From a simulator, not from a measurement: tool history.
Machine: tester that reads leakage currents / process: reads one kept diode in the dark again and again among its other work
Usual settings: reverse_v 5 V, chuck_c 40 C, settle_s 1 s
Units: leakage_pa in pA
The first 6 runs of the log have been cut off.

run 7 hour=515.3 | reverse_v=5 chuck_c=24 settle_s=1 | leakage_pa=26.8
run 8 hour=622.3 | reverse_v=5 chuck_c=24 settle_s=1 | leakage_pa=27.17
run 9 hour=721.4 | reverse_v=5 chuck_c=24 settle_s=1 | leakage_pa=27.58
run 10 hour=822.5 | reverse_v=5 chuck_c=38 settle_s=1 | leakage_pa=89.04
-- hour=852.4 chuck's temperature calibrated
run 11 hour=877.8 | reverse_v=5 chuck_c=38 settle_s=1 | leakage_pa=79.57
run 12 hour=936.5 | reverse_v=5 chuck_c=25 settle_s=1 | leakage_pa=27.25
run 13 hour=1003.2 | reverse_v=5 chuck_c=25 settle_s=1 | leakage_pa=27.52
run 14 hour=1113.8 | reverse_v=5 chuck_c=25 settle_s=1 | leakage_pa=28
run 15 hour=1220.2 | reverse_v=5 chuck_c=25 settle_s=1 | leakage_pa=28.37
run 16 hour=1318.9 | reverse_v=5 chuck_c=40 settle_s=0.46 | leakage_pa=99.47
run 17 hour=1377.8 | reverse_v=5 chuck_c=40 settle_s=0.46 | leakage_pa=99.91
run 18 hour=1438.9 | reverse_v=5 chuck_c=40 settle_s=0.46 | leakage_pa=101.02
run 19 hour=1502.6 | reverse_v=5 chuck_c=40 settle_s=0.46 | leakage_pa=101.43
run 20 hour=1608.6 | reverse_v=5 chuck_c=40 settle_s=0.46 | leakage_pa=102.17
run 21 hour=1700.5 | reverse_v=5 chuck_c=40 settle_s=0.46 | leakage_pa=103.96

Run 22 comes next. What will it give?
run 22 hour=1770.4 | reverse_v=5 chuck_c=40 settle_s=0.46 | leakage_pa=?

leakage_pa: 104.78 pA
Were there no unlogged condition in the tool, this run, its random variation unchanged, would have produced leakage_pa 92.5 pA.

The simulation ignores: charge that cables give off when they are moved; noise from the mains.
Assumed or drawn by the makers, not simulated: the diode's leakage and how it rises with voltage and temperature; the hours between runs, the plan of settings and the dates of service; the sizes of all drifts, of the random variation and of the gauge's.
